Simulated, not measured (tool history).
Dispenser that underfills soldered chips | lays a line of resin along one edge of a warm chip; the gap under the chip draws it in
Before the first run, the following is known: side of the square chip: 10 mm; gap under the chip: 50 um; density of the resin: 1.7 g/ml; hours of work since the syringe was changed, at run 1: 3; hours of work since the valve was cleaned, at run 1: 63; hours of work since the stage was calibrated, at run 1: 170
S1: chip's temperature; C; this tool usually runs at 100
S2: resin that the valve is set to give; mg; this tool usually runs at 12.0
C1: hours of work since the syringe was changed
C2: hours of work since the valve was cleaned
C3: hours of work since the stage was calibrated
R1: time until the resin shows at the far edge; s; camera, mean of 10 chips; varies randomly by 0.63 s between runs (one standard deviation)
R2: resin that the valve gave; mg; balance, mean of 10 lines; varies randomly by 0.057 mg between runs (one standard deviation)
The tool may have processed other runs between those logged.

run  hour   S1    S2  C1   C2   C3     R1     R2
  1   0.0  100  12.0   3   63  170   67.6  11.33
  2   6.7   86  12.0   9   68  175  124.9  11.27
  3   9.9  100  12.0  11   71  178   96.0  11.35
     11.6  -- new syringe of resin
  4  15.0   87  12.0   3   74  181   92.4  11.34
  5  19.0  100  11.8   6   77  185   75.6  11.02
  6  24.1  100  11.8  10   81  189   93.3  10.98
     27.7  -- new syringe of resin
  7  28.6  100  11.8   1   84  192   60.1  10.96
  8  33.7  100  11.8   5   88  196   70.5  10.95
  9  37.7   92  12.0   8   91  199  100.5  11.09
     44.0  -- new syringe of resin
 10  44.2   92  12.0   0   96  203   72.5  11.05
 11  47.0  113  11.7   2   98  206   47.8  10.74
 12  50.0  113  11.7   5  101  208   52.7  10.80
 13  55.3  113  11.7   9  105  212   64.8  10.72
 14  59.0   92  14.7  11  107  215  118.9  13.39
     60.1  -- new syringe of resin
 15  62.1  103  10.3   2  110  217   62.6   9.32
 16  67.7  103  10.8   6  114  221   75.0   9.82
 17  71.2   89  12.6   8  117  224  115.4  11.44
 18  74.4   89  12.6  11  119  226  131.6  11.33
     76.5  -- new syringe of resin
 19  78.7  106  11.7   2  122  229   55.4  10.50
 20  84.6  106  11.7   6  127  234   68.4  10.45

4 options for the next run, each taken on its own from the tool as it stands now. Forecast them:
     87.0  -- dispensing valve cleaned and set on the balance
  A  91.4   96  11.7  11   3  238   ?   ?
     87.0  -- dispensing valve cleaned and set on the balance
  B  91.4  105  12.0  11   3  238   ?   ?
     87.0  -- dispensing valve cleaned and set on the balance
  C  91.4  104  12.0  11   3  238   ?   ?
     87.0  -- dispensing valve cleaned and set on the balance
  D  91.4  104  13.9  11   3  238   ?   ?

run     R1     R2
  A  104.4  11.71
  B   82.8  12.00
  C   85.8  11.88
  D   82.4  13.86
What these runs would have given with no unlogged condition in the tool:
run    R1     R2
  A  62.1  11.77
  B  49.2  12.07
  C  51.1  11.95
  D  48.9  13.94
